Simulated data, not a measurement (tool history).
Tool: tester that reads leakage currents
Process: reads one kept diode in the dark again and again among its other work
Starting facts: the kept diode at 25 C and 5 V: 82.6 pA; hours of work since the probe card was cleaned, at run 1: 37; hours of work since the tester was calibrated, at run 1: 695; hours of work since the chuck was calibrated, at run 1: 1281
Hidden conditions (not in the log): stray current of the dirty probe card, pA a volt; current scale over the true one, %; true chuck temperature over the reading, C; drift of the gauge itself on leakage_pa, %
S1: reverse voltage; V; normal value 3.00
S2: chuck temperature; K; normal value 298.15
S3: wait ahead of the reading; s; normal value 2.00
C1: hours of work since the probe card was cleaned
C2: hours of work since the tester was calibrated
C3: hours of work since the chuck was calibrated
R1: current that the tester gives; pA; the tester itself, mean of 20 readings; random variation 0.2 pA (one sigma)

Run 1, day 0.000: usual settings; C1 37; C2 695; C3 1281. Result: R1 70.07 pA.
Run 2, day 0.829: usual settings but S2 296.15 K; C1 53; C2 711; C3 1297. Result: R1 60.26 pA.
Run 3, day 2.471: usual settings but S2 296.15 K; C1 84; C2 742; C3 1328. Result: R1 59.97 pA.
Run 4, day 3.825: usual settings but S2 296.15 K; C1 110; C2 768; C3 1353. Result: R1 60.26 pA.
Run 5, day 5.325: usual settings but S2 296.15 K; C1 138; C2 796; C3 1381. Result: R1 60.51 pA.
Run 6, day 6.288: usual settings but S3 0.51 s; C1 156; C2 814; C3 1400. Result: R1 71.49 pA.
Run 7, day 7.800: usual settings but S3 0.51 s; C1 184; C2 843; C3 1428. Result: R1 71.14 pA.
Run 8, day 9.225: usual settings but S3 0.51 s; C1 211; C2 869; C3 1455. Result: R1 71.35 pA.
Run 9, day 10.954: usual settings but S3 0.51 s; C1 244; C2 902; C3 1488. Result: R1 71.64 pA.
Run 10, day 12.288: usual settings but S3 0.51 s; C1 269; C2 927; C3 1513. Result: R1 71.69 pA.
Run 11, day 14.025: usual settings but S3 0.51 s; C1 302; C2 960; C3 1546. Result: R1 72.20 pA.
Run 12, day 14.950: usual settings but S3 0.51 s; C1 319; C2 977; C3 1563. Result: R1 72.17 pA.
Run 13, day 16.338: usual settings but S3 0.51 s; C1 345; C2 1004; C3 1589. Result: R1 72.48 pA.
Run 14, day 18.025: usual settings but S3 0.51 s; C1 377; C2 1035; C3 1621. Result: R1 72.75 pA.
Run 15, day 19.150: usual settings; C1 399; C2 1057; C3 1642. Result: R1 72.40 pA.
Run 16, day 20.129: usual settings; C1 417; C2 1075; C3 1661. Result: R1 72.22 pA.
Run 17, day 21.304: usual settings; C1 439; C2 1097; C3 1683. Result: R1 72.86 pA.
Run 18, day 22.650: usual settings; C1 465; C2 1123; C3 1708. Result: R1 73.11 pA.
Run 19, day 24.296: usual settings; C1 496; C2 1154; C3 1739. Result: R1 73.15 pA.
Run 20, day 25.908: usual settings; C1 526; C2 1184; C3 1770. Result: R1 73.09 pA.
Run 21, day 27.138: usual settings but S1 1.71 V, S2 301.15 K, S3 1.81 s; C1 549; C2 1207; C3 1793. Result: R1 69.88 pA.
Run 22, day 28.746: usual settings but S1 1.71 V, S2 301.15 K, S3 1.81 s; C1 580; C2 1238; C3 1823. Result: R1 70.11 pA.
Run 23, day 29.862: usual settings but S2 313.15 K; C1 601; C2 1259; C3 1844. Result: R1 233.62 pA.
Run 24, day 30.988: usual settings but S1 2.74 V, S2 313.15 K, S3 0.96 s; C1 622; C2 1280; C3 1865. Result: R1 222.13 pA.
Run 25, day 31.858: usual settings but S1 2.87 V, S2 313.15 K, S3 1.17 s; C1 638; C2 1296; C3 1882. Result: R1 227.41 pA.
Run 26, day 32.729: usual settings but S1 2.87 V, S2 313.15 K, S3 7.27 s; C1 655; C2 1313; C3 1898. Result: R1 227.44 pA.
Run 27, day 34.350: usual settings but S1 11.83 V, S2 323.15 K, S3 1.30 s; C1 685; C2 1343; C3 1929. Result: R1 943.68 pA.
Run 28, day 35.888: usual settings but S1 12.36 V, S2 322.15 K, S3 1.09 s; C1 714; C2 1372; C3 1958. Result: R1 900.15 pA.
Run 29, day 37.571: usual settings but S1 3.20 V, S2 306.15 K, S3 0.43 s; C1 746; C2 1404; C3 1990. Result: R1 143.44 pA.
Run 30, day 39.212: usual settings but S1 9.43 V, S2 300.15 K, S3 0.51 s; C1 777; C2 1435; C3 2021. Result: R1 155.72 pA.
Run 31, day 40.554: usual settings but S1 9.43 V, S2 300.15 K, S3 0.51 s; C1 802; C2 1460; C3 2046. Result: R1 155.95 pA.
Run 32, day 41.362: usual settings but S1 9.43 V, S2 300.15 K, S3 0.51 s; C1 818; C2 1476; C3 2061. Result: R1 155.44 pA.
Run 33, day 42.850: usual settings but S1 3.14 V, S3 0.51 s; C1 846; C2 1504; C3 2089. Result: R1 76.15 pA.
Run 34, day 44.204: usual settings but S1 3.14 V, S3 0.51 s; C1 871; C2 1529; C3 2115. Result: R1 77.03 pA.
At day 45.033: chuck's temperature calibrated.
Run 35, day 45.188: usual settings but S1 4.46 V, S3 4.53 s; C1 888; C2 1546; C3 3. Result: R1 78.68 pA.
Run 36, day 46.129: usual settings but S1 1.65 V, S2 313.15 K, S3 0.83 s; C1 906; C2 1564; C3 21. Result: R1 154.02 pA.
Run 37, day 46.867: usual settings but S1 1.65 V, S2 313.15 K, S3 0.83 s; C1 920; C2 1578; C3 35. Result: R1 154.68 pA.
Run 38, day 48.267: usual settings but S1 1.65 V, S2 313.15 K, S3 0.83 s; C1 946; C2 1604; C3 61. Result: R1 154.83 pA.
Run 39, day 49.858: usual settings but S1 1.65 V, S2 313.15 K, S3 0.83 s; C1 976; C2 1634; C3 91. Result: R1 155.66 pA.
Run 40, day 50.717: usual settings but S1 1.24 V, S2 303.15 K, S3 4.01 s; C1 992; C2 1650; C3 107. Result: R1 62.58 pA.

4 ways to go on from here, each from the tool as it stands after run 40. What would each give?
Run A, day 52.492: usual settings but S1 8.40 V, S2 304.15 K, S3 0.54 s; C1 1026; C2 1684; C3 141. Result: R1 ?.
Run B, day 52.492: usual settings but S1 18.44 V, S3 1.23 s; C1 1026; C2 1684; C3 141. Result: R1 ?.
Run C, day 52.492: usual settings but S1 1.27 V, S2 319.15 K, S3 4.01 s; C1 1026; C2 1684; C3 141. Result: R1 ?.
Run D, day 52.492: usual settings but S1 1.24 V, S2 299.15 K, S3 0.40 s; C1 1026; C2 1684; C3 141. Result: R1 ?.

run      R1
  A  177.62
  B  165.57
  C  210.91
  D   45.78
Stripped of hidden state, with their random variation kept, the same runs would have yielded:
run      R1
  A  174.04
  B  160.03
  C  208.72
  D   45.00
